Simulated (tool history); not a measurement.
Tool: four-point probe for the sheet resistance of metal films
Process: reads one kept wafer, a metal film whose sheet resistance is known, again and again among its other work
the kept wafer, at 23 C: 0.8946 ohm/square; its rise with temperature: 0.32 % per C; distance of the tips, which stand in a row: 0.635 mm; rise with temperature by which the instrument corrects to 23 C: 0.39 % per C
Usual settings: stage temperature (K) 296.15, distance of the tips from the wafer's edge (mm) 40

run	day	stage temperature (K)	distance of the tips from the wafer's edge (mm)	sheet resistance as the instrument gives it (ohm/square)
1	0.000	296.15	40	0.897186
2	1.796	296.15	40	0.897248
3	3.583	296.15	40	0.897843
4	5.150	296.15	9	0.899876
5	6.979	296.15	9	0.899885
6	8.704	296.15	40	0.897955
7	9.862	296.15	40	0.897852
8	11.567	296.15	40	0.898469
9	13.312	296.15	40	0.898365
10	14.504	296.15	40	0.898626
11	15.858	296.15	40	0.898728
# day 15.967: stage's thermometer calibrated
12	16.767	296.15	18	0.899484
13	18.508	296.15	18	0.899411
14	19.333	296.15	18	0.900317
# day 20.592: stage's thermometer calibrated, once more
15	20.871	296.15	18	0.898880
16	21.871	296.15	40	0.898838
17	22.946	296.15	40	0.898844
18	23.817	296.15	40	0.899310
19	24.917	296.15	40	0.899505
20	25.758	297.15	17	0.899315
21	27.154	302.15	15	0.896386
22	28.858	302.15	15	0.896315
23	30.546	302.15	15	0.896572
24	31.962	302.15	15	0.896922
25	32.800	297.15	15	0.900285
26	34.542	295.15	6	0.905993
27	36.329	299.15	20	0.898562
28	37.312	294.15	4	0.914202
29	38.154	293.15	31	0.902801
30	39.675	293.15	31	0.902715
31	41.121	293.15	31	0.902963
32	42.129	307.15	14	0.894911
33	43.467	292.15	7	0.908059
34	44.629	298.15	15	0.901153
35	46.442	301.15	15	0.898871
# day 47.062: new probe head fitted
36	47.946	301.15	15	0.894003
37	48.854	293.15	40	0.898377

Forecast each of these 4 alternatives for the next run:
A	49.804	296.15	32	?
B	49.804	301.15	35	?
C	49.804	291.15	40	?
D	49.804	302.15	13	?

run	sheet resistance as the instrument gives it (ohm/square)
A	0.896448
B	0.893231
C	0.900098
D	0.893816
Without the tool's hidden state the same runs would have given:
run	sheet resistance as the instrument gives it (ohm/square)
A	0.894530
B	0.891324
C	0.898168
D	0.891909
